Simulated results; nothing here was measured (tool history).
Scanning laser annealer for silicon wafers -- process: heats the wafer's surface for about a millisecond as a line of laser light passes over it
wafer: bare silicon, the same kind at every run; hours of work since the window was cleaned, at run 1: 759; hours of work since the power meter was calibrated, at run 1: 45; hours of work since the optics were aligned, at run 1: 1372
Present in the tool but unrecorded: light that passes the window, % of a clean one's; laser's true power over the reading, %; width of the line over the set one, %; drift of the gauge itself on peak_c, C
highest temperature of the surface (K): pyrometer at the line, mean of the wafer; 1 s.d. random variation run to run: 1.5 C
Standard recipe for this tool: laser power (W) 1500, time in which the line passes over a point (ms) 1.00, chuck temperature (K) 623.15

run,hour,laser power (W),time in which the line passes over a point (ms),chuck temperature (K),hours of work since the window was cleaned,hours of work since the power meter was calibrated,hours of work since the optics were aligned,highest temperature of the surface (K)
1,0.0,1500,1.00,623.15,759,45,1372,1367.15
2,10.6,1500,1.00,623.15,764,51,1378,1366.15
3,19.2,1500,1.00,623.15,769,55,1382,1368.15
4,26.6,1500,1.00,623.15,773,59,1386,1365.15
5,33.1,1402,1.00,623.15,776,63,1390,1315.15
6,44.6,1402,1.00,623.15,782,69,1396,1317.15
7,58.3,1402,1.00,623.15,789,76,1403,1319.15
8,72.2,1500,1.00,649.15,797,83,1410,1391.15
9,80.2,1500,1.00,623.15,801,87,1414,1364.15
10,89.8,1500,1.00,623.15,806,92,1419,1366.15
11,96.2,1500,1.00,623.15,809,96,1423,1362.15
# hour 109.8: optics aligned, line set to its width
12,113.8,1500,1.00,623.15,816,102,2,1366.15
13,119.9,1500,1.00,623.15,819,106,5,1366.15
14,129.3,1500,1.00,623.15,824,111,10,1365.15
15,137.5,1321,1.00,623.15,828,115,14,1279.15
16,144.2,1500,1.00,623.15,832,118,18,1367.15
17,151.4,1500,1.00,623.15,836,122,22,1365.15
18,159.2,1500,1.00,623.15,840,126,26,1366.15
19,167.7,1500,1.00,623.15,844,131,30,1368.15
20,181.7,1500,1.04,623.15,851,138,38,1384.15
21,191.9,1500,1.00,623.15,857,143,43,1367.15
22,205.6,1500,1.21,623.15,864,150,50,1457.15
23,218.0,1334,1.21,636.15,870,157,57,1378.15
24,228.6,1499,1.21,628.15,876,163,62,1461.15
25,242.1,1499,0.76,634.15,883,170,69,1265.15
26,253.9,1295,1.04,613.15,889,176,75,1269.15
27,264.5,1499,1.00,633.15,895,181,81,1376.15
28,276.1,1499,1.00,633.15,901,187,87,1372.15
29,288.4,1402,1.21,634.15,907,194,94,1412.15
30,302.4,1402,1.21,634.15,915,201,101,1413.15
31,314.6,1419,1.19,643.15,921,208,107,1423.15
32,322.1,1370,0.91,638.15,925,211,111,1280.15
33,334.1,1624,1.00,623.15,931,218,117,1427.15
34,343.3,1500,0.86,662.15,936,223,122,1343.15
35,355.0,1500,0.86,609.15,942,229,128,1289.15
36,363.9,1589,1.12,591.15,947,233,133,1434.15
37,374.8,1589,1.12,591.15,953,239,139,1435.15
38,387.3,1644,0.79,623.15,959,246,145,1329.15
39,400.3,1436,0.76,623.15,966,252,152,1226.15
40,410.3,1500,0.76,662.15,971,258,157,1295.15
# hour 419.7: window over the wafer cleaned
41,419.8,1500,0.88,592.15,0,262,161,1281.15

How would selected steps in highest temperature of the surface (K) from run to run divide? Give the signed amount a tool lacking its hidden state would still show from settings, what came in and random variation, and the signed amount left for the hidden state, including any gauge scatter that is not in both of the compared results.
Run 3 -> 4: no setting touched and nothing written in the log between the runs. highest temperature of the surface (K) -3.00: hidden state +1.00, all else -4.00.
Run 5 -> 6: no setting touched and nothing written in the log between the runs. highest temperature of the surface (K) +2.00: hidden state -1.00, all else +3.00.
Run 9 -> 10: no setting touched and nothing written in the log between the runs. highest temperature of the surface (K) +2.00: hidden state -1.00, all else +3.00.
Run 24 -> 25: time in which the line passes over a point (ms) 1.21 -> 0.76, chuck temperature (K) 628.15 -> 634.15. highest temperature of the surface (K) -196.00: hidden state +1.00, all else -197.00.
Run 32 -> 33: laser power (W) 1370 -> 1624, time in which the line passes over a point (ms) 0.91 -> 1.00, chuck temperature (K) 638.15 -> 623.15. highest temperature of the surface (K) +147.00: hidden state +0.00, all else +147.00.
Run 35 -> 36: laser power (W) 1500 -> 1589, time in which the line passes over a point (ms) 0.86 -> 1.12, chuck temperature (K) 609.15 -> 591.15. highest temperature of the surface (K) +145.00: hidden state +1.00, all else +144.00.
